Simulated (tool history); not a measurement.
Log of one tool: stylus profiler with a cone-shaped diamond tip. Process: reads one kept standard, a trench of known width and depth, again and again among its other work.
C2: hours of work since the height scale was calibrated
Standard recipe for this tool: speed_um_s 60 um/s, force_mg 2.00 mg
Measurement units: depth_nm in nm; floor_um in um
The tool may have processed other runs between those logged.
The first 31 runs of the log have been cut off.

run 32 hour=978.9 | speed_um_s=117 force_mg=3.23 | scans_with_this_tip=14066 C2=119 | depth_nm=508.95 floor_um=15.18
run 33 hour=1005.7 | speed_um_s=135 force_mg=1.02 | scans_with_this_tip=14219 C2=139 | depth_nm=503.79 floor_um=14.78
run 34 hour=1034.9 | speed_um_s=163 force_mg=1.15 | scans_with_this_tip=14385 C2=161 | depth_nm=504.33 floor_um=14.61
run 35 hour=1070.9 | speed_um_s=86 force_mg=5.94 | scans_with_this_tip=14589 C2=188 | depth_nm=513.82 floor_um=15.39
run 36 hour=1101.8 | speed_um_s=79 force_mg=0.71 | scans_with_this_tip=14765 C2=212 | depth_nm=503.20 floor_um=15.02
run 37 hour=1138.2 | speed_um_s=51 force_mg=0.94 | scans_with_this_tip=14972 C2=240 | depth_nm=503.61 floor_um=15.29
run 38 hour=1165.4 | speed_um_s=19 force_mg=3.20 | scans_with_this_tip=15126 C2=260 | depth_nm=508.76 floor_um=15.52
run 39 hour=1186.1 | speed_um_s=19 force_mg=3.20 | scans_with_this_tip=15244 C2=276 | depth_nm=508.84 floor_um=15.46
run 40 hour=1222.5 | speed_um_s=30 force_mg=1.01 | scans_with_this_tip=15451 C2=304 | depth_nm=503.66 floor_um=15.39
run 41 hour=1255.6 | speed_um_s=30 force_mg=1.01 | scans_with_this_tip=15639 C2=329 | depth_nm=503.82 floor_um=15.36

What if the next run were any one of these 4? Each begins from the tool's condition after run 41:
run A hour=1290.7 | speed_um_s=36 force_mg=2.87 | scans_with_this_tip=15839 C2=355 | depth_nm=? floor_um=?
run B hour=1290.7 | speed_um_s=30 force_mg=4.52 | scans_with_this_tip=15839 C2=355 | depth_nm=? floor_um=?
run C hour=1290.7 | speed_um_s=206 force_mg=0.99 | scans_with_this_tip=15839 C2=355 | depth_nm=? floor_um=?
run D hour=1290.7 | speed_um_s=35 force_mg=2.21 | scans_with_this_tip=15839 C2=355 | depth_nm=? floor_um=?

run=A depth_nm=507.97 floor_um=15.44
run=B depth_nm=511.00 floor_um=15.48
run=C depth_nm=503.73 floor_um=14.10
run=D depth_nm=506.71 floor_um=15.41
Stripped of hidden state, with their random variation kept, the same runs would have yielded:
run=A depth_nm=508.65 floor_um=16.87
run=B depth_nm=511.68 floor_um=16.92
run=C depth_nm=504.40 floor_um=15.54
run=D depth_nm=507.39 floor_um=16.84
